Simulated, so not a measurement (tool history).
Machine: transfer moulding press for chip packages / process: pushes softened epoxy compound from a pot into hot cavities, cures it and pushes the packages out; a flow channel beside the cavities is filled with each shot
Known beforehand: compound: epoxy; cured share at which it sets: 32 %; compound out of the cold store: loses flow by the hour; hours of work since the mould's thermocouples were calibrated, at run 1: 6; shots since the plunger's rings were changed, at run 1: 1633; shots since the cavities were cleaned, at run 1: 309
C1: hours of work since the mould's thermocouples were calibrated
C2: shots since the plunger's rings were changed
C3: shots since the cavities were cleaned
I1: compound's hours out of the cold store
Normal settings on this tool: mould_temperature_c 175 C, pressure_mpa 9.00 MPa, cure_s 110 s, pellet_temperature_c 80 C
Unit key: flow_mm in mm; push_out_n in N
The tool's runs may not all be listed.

{"run": 1, "hour": 0.0, "mould_temperature_c": 175, "pressure_mpa": 9.0, "cure_s": 110, "pellet_temperature_c": 80, "C1": 6, "C2": 1633, "C3": 309, "I1": 23.8, "flow_mm": 786, "push_out_n": 442}
{"run": 2, "hour": 40.7, "mould_temperature_c": 175, "pressure_mpa": 9.0, "cure_s": 94, "pellet_temperature_c": 80, "C1": 35, "C2": 2084, "C3": 760, "I1": 13.3, "flow_mm": 828, "push_out_n": 691}
{"hour": 54.3, "done": "cavities cleaned with cleaning compound and waxed"}
{"hour": 109.2, "done": "plunger's sealing rings changed"}
{"run": 3, "hour": 126.0, "mould_temperature_c": 175, "pressure_mpa": 9.0, "cure_s": 94, "pellet_temperature_c": 80, "C1": 93, "C2": 186, "C3": 766, "I1": 23.5, "flow_mm": 792, "push_out_n": 696}
{"hour": 145.4, "done": "cavities cleaned with cleaning compound and waxed"}
{"run": 4, "hour": 208.3, "mould_temperature_c": 175, "pressure_mpa": 9.0, "cure_s": 94, "pellet_temperature_c": 80, "C1": 150, "C2": 1082, "C3": 698, "I1": 19.0, "flow_mm": 803, "push_out_n": 711}
{"hour": 230.1, "done": "cavities cleaned with cleaning compound and waxed"}
{"run": 5, "hour": 258.0, "mould_temperature_c": 175, "pressure_mpa": 9.0, "cure_s": 110, "pellet_temperature_c": 80, "C1": 185, "C2": 1615, "C3": 309, "I1": 21.8, "flow_mm": 790, "push_out_n": 431}
{"hour": 264.4, "done": "mould's thermocouples calibrated"}
{"hour": 315.4, "done": "cavities cleaned with cleaning compound and waxed"}
{"run": 6, "hour": 327.6, "mould_temperature_c": 175, "pressure_mpa": 9.0, "cure_s": 110, "pellet_temperature_c": 80, "C1": 44, "C2": 2347, "C3": 135, "I1": 34.2, "flow_mm": 730, "push_out_n": 394}
{"hour": 371.3, "done": "plunger's sealing rings changed"}
{"hour": 387.6, "done": "mould's thermocouples calibrated, once more"}
{"run": 7, "hour": 398.6, "mould_temperature_c": 175, "pressure_mpa": 9.0, "cure_s": 110, "pellet_temperature_c": 80, "C1": 8, "C2": 280, "C3": 872, "I1": 13.0, "flow_mm": 844, "push_out_n": 515}
{"hour": 407.2, "done": "cavities cleaned with cleaning compound and waxed"}
{"run": 8, "hour": 480.0, "mould_temperature_c": 170, "pressure_mpa": 9.19, "cure_s": 113, "pellet_temperature_c": 84, "C1": 65, "C2": 1165, "C3": 806, "I1": 13.8, "flow_mm": 859, "push_out_n": 667}
{"hour": 491.3, "done": "cavities cleaned with cleaning compound and waxed"}
{"run": 9, "hour": 529.8, "mould_temperature_c": 175, "pressure_mpa": 8.07, "cure_s": 105, "pellet_temperature_c": 80, "C1": 99, "C2": 1700, "C3": 426, "I1": 43.4, "flow_mm": 664, "push_out_n": 460}
{"hour": 576.8, "done": "cavities cleaned with cleaning compound and waxed"}
{"run": 10, "hour": 582.4, "mould_temperature_c": 172, "pressure_mpa": 10.58, "cure_s": 110, "pellet_temperature_c": 79, "C1": 136, "C2": 2267, "C3": 63, "I1": 32.7, "flow_mm": 809, "push_out_n": 439}
{"run": 11, "hour": 617.6, "mould_temperature_c": 172, "pressure_mpa": 10.58, "cure_s": 110, "pellet_temperature_c": 79, "C1": 161, "C2": 2656, "C3": 452, "I1": 18.3, "flow_mm": 879, "push_out_n": 557}
{"hour": 631.8, "done": "plunger's sealing rings changed"}
{"hour": 662.9, "done": "cavities cleaned with cleaning compound and waxed"}
{"run": 12, "hour": 707.1, "mould_temperature_c": 180, "pressure_mpa": 10.33, "cure_s": 130, "pellet_temperature_c": 90, "C1": 222, "C2": 818, "C3": 489, "I1": 38.7, "flow_mm": 767, "push_out_n": 355}
{"hour": 749.3, "done": "cavities cleaned with cleaning compound and waxed"}
{"run": 13, "hour": 784.1, "mould_temperature_c": 178, "pressure_mpa": 7.73, "cure_s": 130, "pellet_temperature_c": 78, "C1": 276, "C2": 1655, "C3": 386, "I1": 39.3, "flow_mm": 658, "push_out_n": 342}

For each entry between runs, how does the tool's hidden state at the last listed run before it compare with that at the first listed run after it?
Logged between run 2 and run 3: cavities cleaned with cleaning compound and waxed (hour 54.3); plunger's sealing rings changed (hour 109.2)
  true mould temperature over the reading, C: -0.05 -> -0.2; pressure that reaches the compound, % of what is set: 95.23 -> 99.19; grip of the stained cavities, % over clean ones': 44.9 -> 43.7
  the result without the hidden state subtracted from the measured one, flow_mm: -21 -> -3 mm; push_out_n: +216 -> +219 N
Logged between run 3 and run 4: cavities cleaned with cleaning compound and waxed (hour 145.4)
  true mould temperature over the reading, C: -0.2 -> -0.34; pressure that reaches the compound, % of what is set: 99.19 -> 97.12; grip of the stained cavities, % over clean ones': 43.7 -> 43
  the result without the hidden state subtracted from the measured one, flow_mm: -3 -> -11 mm; push_out_n: +219 -> +225 N
Logged between run 4 and run 5: cavities cleaned with cleaning compound and waxed (hour 230.1)
  true mould temperature over the reading, C: -0.34 -> -0.43; pressure that reaches the compound, % of what is set: 97.12 -> 96.09; grip of the stained cavities, % over clean ones': 43 -> 24.6
  the result without the hidden state subtracted from the measured one, flow_mm: -11 -> -14 mm; push_out_n: +225 -> +92 N
Logged between run 5 and run 6: mould's thermocouples calibrated (hour 264.4); cavities cleaned with cleaning compound and waxed (hour 315.4)
  true mould temperature over the reading, C: -0.43 -> -0.61; pressure that reaches the compound, % of what is set: 96.09 -> 94.63; grip of the stained cavities, % over clean ones': 24.6 -> 15.7
  the result without the hidden state subtracted from the measured one, flow_mm: -14 -> -19 mm; push_out_n: +92 -> +62 N
Logged between run 6 and run 7: plunger's sealing rings changed (hour 371.3); mould's thermocouples calibrated, once more (hour 387.6)
  true mould temperature over the reading, C: -0.61 -> -0.3; pressure that reaches the compound, % of what is set: 94.63 -> 99.3; grip of the stained cavities, % over clean ones': 15.7 -> 47.9
  the result without the hidden state subtracted from the measured one, flow_mm: -19 -> -2 mm; push_out_n: +62 -> +172 N
Logged between run 7 and run 8: cavities cleaned with cleaning compound and waxed (hour 407.2)
  true mould temperature over the reading, C: -0.3 -> -0.44; pressure that reaches the compound, % of what is set: 99.3 -> 97.32; grip of the stained cavities, % over clean ones': 47.9 -> 47.2
  the result without the hidden state subtracted from the measured one, flow_mm: -2 -> -10 mm; push_out_n: +172 -> +229 N
Logged between run 8 and run 9: cavities cleaned with cleaning compound and waxed (hour 491.3)
  true mould temperature over the reading, C: -0.44 -> -0.53; pressure that reaches the compound, % of what is set: 97.32 -> 96.13; grip of the stained cavities, % over clean ones': 47.2 -> 31.4
  the result without the hidden state subtracted from the measured one, flow_mm: -10 -> -12 mm; push_out_n: +229 -> +119 N
Logged between run 9 and run 10: cavities cleaned with cleaning compound and waxed (hour 576.8)
  true mould temperature over the reading, C: -0.53 -> -0.62; pressure that reaches the compound, % of what is set: 96.13 -> 94.82; grip of the stained cavities, % over clean ones': 31.4 -> 7.3
  the result without the hidden state subtracted from the measured one, flow_mm: -12 -> -20 mm; push_out_n: +119 -> +45 N
Logged between run 11 and run 12: plunger's sealing rings changed (hour 631.8); cavities cleaned with cleaning compound and waxed (hour 662.9)
  true mould temperature over the reading, C: -0.67 -> -0.82; pressure that reaches the compound, % of what is set: 93.96 -> 98.05; grip of the stained cavities, % over clean ones': 33.7 -> 36.1
  the result without the hidden state subtracted from the measured one, flow_mm: -25 -> -5 mm; push_out_n: +158 -> +95 N
Logged between run 12 and run 13: cavities cleaned with cleaning compound and waxed (hour 749.3)
  true mould temperature over the reading, C: -0.82 -> -0.95; pressure that reaches the compound, % of what is set: 98.05 -> 96.33; grip of the stained cavities, % over clean ones': 36.1 -> 32.8
  the result without the hidden state subtracted from the measured one, flow_mm: -5 -> -10 mm; push_out_n: +95 -> +87 N

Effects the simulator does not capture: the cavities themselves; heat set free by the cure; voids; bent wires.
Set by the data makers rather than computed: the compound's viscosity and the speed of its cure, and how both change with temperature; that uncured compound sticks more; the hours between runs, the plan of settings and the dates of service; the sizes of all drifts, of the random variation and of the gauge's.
